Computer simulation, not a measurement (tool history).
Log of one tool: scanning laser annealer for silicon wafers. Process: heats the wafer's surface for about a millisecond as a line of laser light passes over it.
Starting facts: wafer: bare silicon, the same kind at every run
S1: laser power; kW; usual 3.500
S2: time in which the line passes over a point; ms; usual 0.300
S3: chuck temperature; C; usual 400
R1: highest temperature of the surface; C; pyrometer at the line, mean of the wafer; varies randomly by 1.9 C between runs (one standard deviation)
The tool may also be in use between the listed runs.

run    hour     S1     S2   S3    R1
  1     0.0  3.500  0.300  400  1143
  2    47.9  2.995  0.300  400  1018
  3   113.8  2.995  0.300  400  1013
      124.2  -- window over the wafer cleaned
  4   196.3  3.500  0.219  400  1052
  5   255.8  3.500  0.219  400  1053
  6   342.9  3.500  0.219  400  1050
  7   414.6  3.500  0.300  400  1158
  8   493.7  3.500  0.300  400  1153
      503.5  -- laser's power meter calibrated
  9   572.9  3.500  0.300  400  1152
 10   629.3  3.500  0.300  400  1151
      655.3  -- laser's power meter calibrated, once more
 11   712.8  3.500  0.228  400  1046
 12   795.3  3.500  0.228  400  1047
 13   850.0  3.500  0.228  400  1041
 14   920.2  3.500  0.228  400  1042
      975.5  -- optics aligned, line set to its width
 15   999.5  3.277  0.217  412  1001
 16  1047.6  3.409  0.375  390  1197
 17  1086.7  3.732  0.300  400  1204
 18  1147.8  3.732  0.283  400  1176
     1175.4  -- window over the wafer cleaned
 19  1225.8  3.500  0.224  390  1058
 20  1310.3  3.500  0.300  409  1172
 21  1382.9  3.500  0.300  409  1170
 22  1453.3  3.741  0.259  370  1134

What will run 23 give?
 23  1497.4  3.399  0.219  400   ?

R1: 1029 C
Take away the tool's hidden state, keep the run-to-run variation as it was, and the same run would have given R1 1039 C.
